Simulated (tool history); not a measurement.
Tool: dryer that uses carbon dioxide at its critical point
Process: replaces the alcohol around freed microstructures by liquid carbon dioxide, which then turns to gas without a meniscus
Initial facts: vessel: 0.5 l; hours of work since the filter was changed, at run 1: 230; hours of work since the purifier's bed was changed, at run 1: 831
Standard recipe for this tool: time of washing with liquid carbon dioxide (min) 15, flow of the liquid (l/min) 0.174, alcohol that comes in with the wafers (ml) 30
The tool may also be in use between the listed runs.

run   hour  time of washing with liquid carbon dioxide (min)  flow of the liquid (l/min)  alcohol that comes in with the wafers (ml)  hours of work since the filter was changed  hours of work since the purifier's bed was changed  alcohol left in the vessel before it's heated (ppm by volume)
  1      0                                                15                       0.174                                          30                                         230                                                 831                                                           1655
  2   65.2                                                11                       0.174                                          30                                         263                                                 864                                                           4207
     108.2  -- inlet filter changed
  3  110.8                                                11                       0.174                                          30                                           1                                                 887                                                           3348
  4  175.3                                                11                       0.174                                          30                                          34                                                 919                                                           3531
  5  212.9                                                11                       0.174                                          30                                          53                                                 938                                                           3584
  6  278.3                                                15                       0.174                                          26                                          86                                                 971                                                           1180
  7  308.3                                                15                       0.174                                          30                                         101                                                 986                                                           1434
  8  364.9                                                15                       0.174                                          30                                         129                                                1015                                                           1448
  9  427.1                                                15                       0.174                                          30                                         161                                                1046                                                           1507
 10    484                                                15                       0.174                                          30                                         189                                                1075                                                           1602
 11  524.5                                                15                       0.174                                          30                                         210                                                1095                                                           1612
 12  553.4                                                14                       0.209                                          21                                         224                                                1110                                                            758
 13  591.7                                                11                       0.174                                          30                                         243                                                1129                                                           4378
 14    627                                                18                       0.159                                          23                                         261                                                1147                                                            974
     671.4  -- inlet filter changed
 15  688.7                                                18                       0.159                                          23                                           9                                                1177                                                            668
 16  732.1                                                20                       0.269                                          39                                          31                                                1199                                                             71
     741.1  -- purifier's bed changed
 17  778.6                                                20                       0.269                                          39                                          52                                                  19                                                             33
 18  807.5                                                20                       0.269                                         106                                          67                                                  33                                                             95
 19  860.8                                                15                       0.145                                          34                                          94                                                  60                                                           2910

3 options for the next run, each taken on its own from the tool as it stands now. Forecast them:
  A  888.2                                                18                       0.143                                         107                                         108                                                  74                                                              ?
  B  888.2                                                12                       0.122                                          34                                         108                                                  74                                                              ?
  C  888.2                                                10                       0.163                                          44                                         108                                                  74                                                              ?

run  alcohol left in the vessel before it's heated (ppm by volume)
  A                                                           5030
  B                                                           8125
  C                                                           8402
Take away the tool's hidden state, keep each run's random variation, and the runs would have read:
run  alcohol left in the vessel before it's heated (ppm by volume)
  A                                                           4310
  B                                                           7439
  C                                                           7621

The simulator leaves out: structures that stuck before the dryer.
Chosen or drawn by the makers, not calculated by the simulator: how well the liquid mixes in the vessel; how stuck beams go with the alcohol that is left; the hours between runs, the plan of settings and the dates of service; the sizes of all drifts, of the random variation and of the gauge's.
